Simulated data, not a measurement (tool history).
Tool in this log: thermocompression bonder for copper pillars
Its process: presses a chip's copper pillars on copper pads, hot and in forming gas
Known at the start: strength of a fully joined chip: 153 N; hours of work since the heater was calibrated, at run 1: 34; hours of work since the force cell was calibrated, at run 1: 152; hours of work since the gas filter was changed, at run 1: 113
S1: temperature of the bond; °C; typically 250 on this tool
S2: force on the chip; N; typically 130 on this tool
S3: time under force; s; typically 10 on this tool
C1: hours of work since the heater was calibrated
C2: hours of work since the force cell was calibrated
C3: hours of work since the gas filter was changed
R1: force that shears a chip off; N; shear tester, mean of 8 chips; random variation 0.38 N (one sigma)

run   hour   S1   S2  S3   C1   C2   C3    R1
  1    0.0  250  130  10   34  152  113  78.2
  2   11.7  250  130  10   39  157  118  77.2
  3   20.5  250  130  10   43  161  122  76.7
  4   26.2  250   79  10   45  163  124  52.2
  5   35.9  250   79  10   49  167  128  52.5
  6   46.4  250   79  10   53  171  132  52.3
  7   54.1  254  130  10   57  174  136  80.9
  8   63.2  254  130  10   60  178  139  80.7
  9   71.4  254  130  10   64  182  143  80.5
 10   78.3  250  130  10   66  184  146  76.4
 11   85.2  250  130  10   69  187  148  77.3
 12   94.9  233  130  12   73  191  152  67.7
 13  105.1  246   88  15   78  195  157  63.1
 14  111.0  246   88  15   80  198  159  63.9
 15  117.1  246   88  15   82  200  162  63.5
 16  127.1  256  123  12   87  204  166  84.3
 17  134.5  256  102  23   90  207  169  91.8
 18  139.7  250  103  10   92  210  171  64.9
 19  148.7  250  176  10   95  213  175  94.1
 20  160.6  250  176  10  100  218  179  93.5
 21  166.7  264  137   7  103  221  182  83.0

Estimate the outcome of run 22 from the log above:
 22  173.0  264  111   7  105  223  185   ?

{"run 22": {"R1": 70.7}}
With no hidden state in the tool, this same run would have given R1 70.8 N.
